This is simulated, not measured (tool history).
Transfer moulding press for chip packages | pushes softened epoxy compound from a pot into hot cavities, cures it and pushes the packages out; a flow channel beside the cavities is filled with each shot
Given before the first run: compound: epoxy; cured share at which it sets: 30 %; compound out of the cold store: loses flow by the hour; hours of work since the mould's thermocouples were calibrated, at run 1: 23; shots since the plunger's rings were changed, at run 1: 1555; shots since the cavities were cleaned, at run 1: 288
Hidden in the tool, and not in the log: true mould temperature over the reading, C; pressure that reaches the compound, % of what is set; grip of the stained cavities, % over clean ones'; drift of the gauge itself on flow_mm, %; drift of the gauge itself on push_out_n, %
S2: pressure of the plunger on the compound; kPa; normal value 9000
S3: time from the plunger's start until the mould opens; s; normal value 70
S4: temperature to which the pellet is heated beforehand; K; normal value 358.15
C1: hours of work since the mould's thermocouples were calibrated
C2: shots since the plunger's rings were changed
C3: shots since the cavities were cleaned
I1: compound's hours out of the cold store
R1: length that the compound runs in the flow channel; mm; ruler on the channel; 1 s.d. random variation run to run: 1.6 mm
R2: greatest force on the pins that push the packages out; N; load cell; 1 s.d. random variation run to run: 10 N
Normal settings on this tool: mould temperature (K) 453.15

{"run": 1, "day": 0.0, "mould temperature (K)": 453.15, "S2": 9000, "S3": 70, "S4": 358.15, "C1": 23, "C2": 1555, "C3": 288, "I1": 9.5, "R1": 893, "R2": 624}
{"run": 2, "day": 0.196, "mould temperature (K)": 453.15, "S2": 9000, "S3": 70, "S4": 358.15, "C1": 26, "C2": 1637, "C3": 370, "I1": 27.6, "R1": 830, "R2": 588}
{"run": 3, "day": 0.617, "mould temperature (K)": 453.15, "S2": 9000, "S3": 70, "S4": 362.15, "C1": 33, "C2": 1813, "C3": 546, "I1": 44.6, "R1": 775, "R2": 612}
{"day": 0.871, "done": "cavities cleaned with cleaning compound and waxed"}
{"run": 4, "day": 0.946, "mould temperature (K)": 453.15, "S2": 9000, "S3": 70, "S4": 362.15, "C1": 37, "C2": 1925, "C3": 32, "I1": 9.7, "R1": 888, "R2": 771}
{"run": 5, "day": 1.3, "mould temperature (K)": 453.15, "S2": 9000, "S3": 70, "S4": 362.15, "C1": 43, "C2": 2072, "C3": 179, "I1": 43.0, "R1": 776, "R2": 698}
{"run": 6, "day": 1.479, "mould temperature (K)": 453.15, "S2": 9000, "S3": 70, "S4": 362.15, "C1": 46, "C2": 2148, "C3": 255, "I1": 18.3, "R1": 856, "R2": 773}
{"run": 7, "day": 1.9, "mould temperature (K)": 457.15, "S2": 9000, "S3": 70, "S4": 358.15, "C1": 53, "C2": 2324, "C3": 431, "I1": 25.3, "R1": 818, "R2": 569}
{"run": 8, "day": 2.183, "mould temperature (K)": 457.15, "S2": 9000, "S3": 70, "S4": 358.15, "C1": 57, "C2": 2442, "C3": 549, "I1": 16.9, "R1": 843, "R2": 581}
{"day": 2.446, "done": "cavities cleaned with cleaning compound and waxed"}
{"run": 9, "day": 2.517, "mould temperature (K)": 457.15, "S2": 9000, "S3": 70, "S4": 358.15, "C1": 61, "C2": 2556, "C3": 30, "I1": 10.2, "R1": 867, "R2": 405}
{"run": 10, "day": 2.846, "mould temperature (K)": 457.15, "S2": 9000, "S3": 70, "S4": 358.15, "C1": 67, "C2": 2693, "C3": 167, "I1": 25.7, "R1": 814, "R2": 418}
{"day": 2.958, "done": "cavities cleaned with cleaning compound and waxed, once more"}
{"run": 11, "day": 3.146, "mould temperature (K)": 453.15, "S2": 9000, "S3": 70, "S4": 358.15, "C1": 70, "C2": 2792, "C3": 78, "I1": 15.4, "R1": 859, "R2": 496}
{"day": 3.396, "done": "plunger's sealing rings changed"}
{"run": 12, "day": 3.583, "mould temperature (K)": 453.15, "S2": 9000, "S3": 70, "S4": 358.15, "C1": 76, "C2": 79, "C3": 218, "I1": 35.7, "R1": 820, "R2": 540}
{"run": 13, "day": 3.988, "mould temperature (K)": 453.15, "S2": 9000, "S3": 70, "S4": 358.15, "C1": 82, "C2": 249, "C3": 388, "I1": 10.7, "R1": 905, "R2": 659}
{"run": 14, "day": 4.183, "mould temperature (K)": 453.15, "S2": 9000, "S3": 70, "S4": 360.15, "C1": 85, "C2": 329, "C3": 468, "I1": 44.5, "R1": 788, "R2": 592}
{"run": 15, "day": 4.533, "mould temperature (K)": 453.15, "S2": 9000, "S3": 105, "S4": 358.15, "C1": 91, "C2": 477, "C3": 616, "I1": 35.4, "R1": 816, "R2": 344}
{"day": 4.621, "done": "cavities cleaned with cleaning compound and waxed"}
{"run": 16, "day": 4.95, "mould temperature (K)": 453.15, "S2": 9000, "S3": 105, "S4": 358.15, "C1": 97, "C2": 624, "C3": 137, "I1": 41.1, "R1": 798, "R2": 287}
{"run": 17, "day": 5.362, "mould temperature (K)": 453.15, "S2": 9120, "S3": 109, "S4": 358.15, "C1": 103, "C2": 797, "C3": 310, "I1": 17.2, "R1": 882, "R2": 318}
{"run": 18, "day": 5.662, "mould temperature (K)": 453.15, "S2": 9120, "S3": 109, "S4": 358.15, "C1": 108, "C2": 923, "C3": 436, "I1": 37.8, "R1": 812, "R2": 336}
{"run": 19, "day": 5.908, "mould temperature (K)": 460.15, "S2": 7530, "S3": 94, "S4": 366.15, "C1": 112, "C2": 1026, "C3": 539, "I1": 33.3, "R1": 729, "R2": 338}
{"day": 6.208, "done": "cavities cleaned with cleaning compound and waxed"}
{"run": 20, "day": 6.292, "mould temperature (K)": 460.15, "S2": 7530, "S3": 94, "S4": 366.15, "C1": 117, "C2": 1160, "C3": 35, "I1": 37.5, "R1": 716, "R2": 260}
{"run": 21, "day": 6.608, "mould temperature (K)": 460.15, "S2": 7530, "S3": 94, "S4": 366.15, "C1": 122, "C2": 1292, "C3": 167, "I1": 9.5, "R1": 801, "R2": 274}

Predict the results of run 22:
{"run": 22, "day": 6.962, "mould temperature (K)": 460.15, "S2": 7530, "S3": 94, "S4": 366.15, "C1": 128, "C2": 1440, "C3": 315, "I1": 22.3, "R1": "?", "R2": "?"}

{"run 22": {"R1": 757, "R2": 303}}
Had the tool carried no hidden state, the very same run would have given R1 772 mm, R2 234 N.
